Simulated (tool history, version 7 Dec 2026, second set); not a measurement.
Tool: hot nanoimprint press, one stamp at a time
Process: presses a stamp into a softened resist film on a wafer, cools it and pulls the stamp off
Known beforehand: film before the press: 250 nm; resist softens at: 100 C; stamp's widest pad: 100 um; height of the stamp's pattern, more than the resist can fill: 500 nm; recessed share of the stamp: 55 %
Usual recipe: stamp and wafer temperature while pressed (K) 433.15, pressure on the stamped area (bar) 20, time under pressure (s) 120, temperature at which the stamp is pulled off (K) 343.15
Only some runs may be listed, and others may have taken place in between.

run	day	stamp and wafer temperature while pressed (K)	pressure on the stamped area (bar)	time under pressure (s)	temperature at which the stamp is pulled off (K)	resist left under the stamp's widest pad (angstrom)	greatest force while the stamp is pulled off (N)
1	0	433.15	20	120	343.15	1248	144
2	0.338	433.15	20	120	332.15	1247	190
3	0.667	433.15	20	120	332.15	1260	191
4	0.875	433.15	20	120	341.15	1256	153
5	1.296	433.15	20	120	341.15	1258	156
6	1.642	433.15	20	120	341.15	1263	161
7	2.012	433.15	20	120	341.15	1265	153
8	2.396	433.15	20	120	341.15	1263	156
9	2.758	433.15	20	120	341.15	1265	160
10	3.125	433.15	20	120	341.15	1269	162
11	3.417	433.15	20	120	341.15	1266	157
12	3.854	433.15	20	120	341.15	1274	160
13	4.196	435.15	20	120	344.15	1137	152
14	4.4	433.15	20	70	339.15	1509	164
# day 4.675: stamp cleaned and given a new release coat
15	5.1	433.15	20	70	342.15	1513	154
16	5.396	433.15	20	70	342.15	1516	157
17	5.779	433.15	13	120	340.15	1546	165
# day 5.862: gauge calibrated
18	6.008	433.15	13	120	340.15	1516	162
19	6.458	433.15	20	71	332.15	1492	193
20	6.833	428.15	27.2	76	346.15	1650	139
21	7.188	422.15	27.2	121	346.15	1915	140
22	7.642	422.15	27.2	177	344.15	1765	147

Consider 5 possible next runs. They are alternatives, not a sequence: every one starts from the tool as it was left by run 22. What does each give?
A	7.921	433.15	26.2	117	343.15	?	?
B	7.921	433.15	22	120	343.15	?	?
C	7.921	422.15	30.8	177	344.15	?	?
D	7.921	444.15	30.6	120	346.15	?	?
E	7.921	433.15	20	166	333.15	?	?

run	resist left under the stamp's widest pad (angstrom)	greatest force while the stamp is pulled off (N)
A	1117	149
B	1206	154
C	1698	151
D	525	140
E	1130	185
With no hidden state in the tool, these same runs would have given:
run	resist left under the stamp's widest pad (angstrom)	greatest force while the stamp is pulled off (N)
A	1106	149
B	1195	153
C	1682	151
D	520	140
E	1120	185
